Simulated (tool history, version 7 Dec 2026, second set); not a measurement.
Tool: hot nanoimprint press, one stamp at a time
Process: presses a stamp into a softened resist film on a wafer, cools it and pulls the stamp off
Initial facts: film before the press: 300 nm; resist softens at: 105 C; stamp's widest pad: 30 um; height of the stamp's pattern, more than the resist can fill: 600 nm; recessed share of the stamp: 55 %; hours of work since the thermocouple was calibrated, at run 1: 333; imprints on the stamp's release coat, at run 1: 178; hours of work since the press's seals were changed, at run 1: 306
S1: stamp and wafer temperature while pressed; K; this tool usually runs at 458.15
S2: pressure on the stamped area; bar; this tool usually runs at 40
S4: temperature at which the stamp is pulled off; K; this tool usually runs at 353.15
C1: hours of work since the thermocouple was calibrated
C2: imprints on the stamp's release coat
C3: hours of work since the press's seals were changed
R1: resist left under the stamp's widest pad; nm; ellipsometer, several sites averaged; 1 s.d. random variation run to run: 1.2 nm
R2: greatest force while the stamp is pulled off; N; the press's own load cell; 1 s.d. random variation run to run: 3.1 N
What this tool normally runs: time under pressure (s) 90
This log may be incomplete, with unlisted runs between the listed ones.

run 1 hour=0 | S1=458.15 S2=40 time_under_pressure_(s)=90 S4=353.15 | C1=333 C2=178 C3=306 | R1=192.4 R2=163
run 2 hour=38.3 | S1=458.15 S2=40 time_under_pressure_(s)=90 S4=345.15 | C1=353 C2=245 C3=326 | R1=191.5 R2=173
run 3 hour=55.2 | S1=458.15 S2=40 time_under_pressure_(s)=90 S4=345.15 | C1=361 C2=275 C3=334 | R1=191.2 R2=180
run 4 hour=86.8 | S1=458.15 S2=40 time_under_pressure_(s)=90 S4=352.15 | C1=377 C2=330 C3=350 | R1=193.1 R2=163
run 5 hour=103.1 | S1=458.15 S2=40 time_under_pressure_(s)=90 S4=353.15 | C1=386 C2=358 C3=359 | R1=191.3 R2=176
run 6 hour=133.3 | S1=463.15 S2=40 time_under_pressure_(s)=90 S4=353.15 | C1=401 C2=411 C3=374 | R1=159 R2=167
run 7 hour=158.9 | S1=463.15 S2=40 time_under_pressure_(s)=90 S4=353.15 | C1=414 C2=456 C3=387 | R1=161.4 R2=173
run 8 hour=181.6 | S1=458.15 S2=45.6 time_under_pressure_(s)=90 S4=353.15 | C1=425 C2=495 C3=398 | R1=185 R2=179
run 9 hour=211.7 | S1=458.15 S2=40 time_under_pressure_(s)=90 S4=348.15 | C1=441 C2=548 C3=414 | R1=193.9 R2=192
run 10 hour=233.8 | S1=458.15 S2=40 time_under_pressure_(s)=90 S4=353.15 | C1=452 C2=586 C3=425 | R1=193.7 R2=183
run 11 hour=273.4 | S1=458.15 S2=40 time_under_pressure_(s)=90 S4=353.15 | C1=472 C2=655 C3=445 | R1=192.8 R2=182
run 12 hour=293.9 | S1=458.15 S2=40 time_under_pressure_(s)=90 S4=353.15 | C1=482 C2=691 C3=455 | R1=197.1 R2=183
run 13 hour=326.4 | S1=458.15 S2=40 time_under_pressure_(s)=90 S4=343.15 | C1=499 C2=748 C3=472 | R1=194.7 R2=215
run 14 hour=358.3 | S1=458.15 S2=40 time_under_pressure_(s)=90 S4=343.15 | C1=515 C2=804 C3=488 | R1=196.4 R2=210
-- hour=362.9 plate thermocouple calibrated
run 15 hour=398.7 | S1=458.15 S2=40 time_under_pressure_(s)=90 S4=343.15 | C1=18 C2=869 C3=507 | R1=206.7 R2=225
-- hour=419.7 stamp cleaned and given a new release coat
run 16 hour=441.2 | S1=458.15 S2=40 time_under_pressure_(s)=90 S4=343.15 | C1=37 C2=38 C3=525 | R1=205.6 R2=171
run 17 hour=466.1 | S1=458.15 S2=40 time_under_pressure_(s)=90 S4=343.15 | C1=49 C2=81 C3=538 | R1=206.5 R2=174
-- hour=479.9 press's hydraulic seals changed and the load cell set to zero
run 18 hour=505.8 | S1=451.15 S2=40 time_under_pressure_(s)=62 S4=353.15 | C1=65 C2=136 C3=13 | R1=260.3 R2=160
run 19 hour=535.3 | S1=451.15 S2=40 time_under_pressure_(s)=62 S4=353.15 | C1=80 C2=188 C3=28 | R1=260.4 R2=166
run 20 hour=572.8 | S1=451.15 S2=40 time_under_pressure_(s)=62 S4=358.15 | C1=99 C2=253 C3=47 | R1=263 R2=155
-- hour=583.9 plate thermocouple calibrated, once more
run 21 hour=593.6 | S1=457.15 S2=40 time_under_pressure_(s)=47 S4=348.15 | C1=5 C2=285 C3=56 | R1=216.9 R2=171
run 22 hour=624.6 | S1=454.15 S2=51.6 time_under_pressure_(s)=90 S4=353.15 | C1=21 C2=339 C3=72 | R1=184.7 R2=163
run 23 hour=646.8 | S1=454.15 S2=51.6 time_under_pressure_(s)=90 S4=353.15 | C1=32 C2=377 C3=83 | R1=186.1 R2=161
run 24 hour=669.1 | S1=458.15 S2=40 time_under_pressure_(s)=90 S4=360.15 | C1=43 C2=416 C3=94 | R1=180.9 R2=149
run 25 hour=705.6 | S1=449.15 S2=40 time_under_pressure_(s)=106 S4=360.15 | C1=62 C2=480 C3=113 | R1=229.1 R2=153
run 26 hour=732.6 | S1=458.15 S2=33.6 time_under_pressure_(s)=68 S4=353.15 | C1=75 C2=527 C3=126 | R1=205.6 R2=173
run 27 hour=762.9 | S1=458.15 S2=40 time_under_pressure_(s)=47 S4=356.15 | C1=91 C2=580 C3=142 | R1=213.3 R2=173
run 28 hour=792.1 | S1=458.15 S2=40 time_under_pressure_(s)=90 S4=350.15 | C1=105 C2=631 C3=157 | R1=182.4 R2=186
run 29 hour=825.7 | S1=461.15 S2=27 time_under_pressure_(s)=170 S4=353.15 | C1=122 C2=690 C3=174 | R1=157.4 R2=189
run 30 hour=854.5 | S1=461.15 S2=27 time_under_pressure_(s)=170 S4=353.15 | C1=137 C2=740 C3=188 | R1=156.6 R2=179
run 31 hour=890.9 | S1=461.15 S2=27 time_under_pressure_(s)=170 S4=353.15 | C1=155 C2=804 C3=207 | R1=159 R2=192

Below, each run's measurement less what the same run would have read without the hidden state. Both values contain the same run-to-run variation, but the gauge's scatter may not be the same in both:
Hidden state present: true temperature over the reading, C; pressure that arrives at the usual setting, %; grip of the stamp's worn release coat, % over a new coat's; drift of the gauge itself on residual_nm, %; drift of the gauge itself on pull_off_n, %.
run=1 R1=+11.9 R2=+13
run=2 R1=+12.5 R2=+17
run=3 R1=+12.6 R2=+19
run=4 R1=+13.3 R2=+20
run=5 R1=+13.3 R2=+23
run=6 R1=+12.6 R2=+24
run=7 R1=+13 R2=+27
run=8 R1=+14.9 R2=+30
run=9 R1=+15.1 R2=+35
run=10 R1=+15.4 R2=+35
run=11 R1=+16 R2=+38
run=12 R1=+16.5 R2=+39
run=13 R1=+16.8 R2=+49
run=14 R1=+17.4 R2=+51
run=15 R1=+27.7 R2=+60
run=16 R1=+28 R2=+9
run=17 R1=+28.3 R2=+11
run=18 R1=+20.5 R2=+14
run=19 R1=+20.8 R2=+18
run=20 R1=+21.3 R2=+19
run=21 R1=-1 R2=+15
run=22 R1=-0.9 R2=+17
run=23 R1=-0.5 R2=+19
run=24 R1=-0.1 R2=+19
run=25 R1=+0.4 R2=+22
run=26 R1=+0.8 R2=+27
run=27 R1=+1.2 R2=+30
run=28 R1=+1.6 R2=+34
run=29 R1=+2.1 R2=+37
run=30 R1=+2.5 R2=+38
run=31 R1=+3 R2=+43
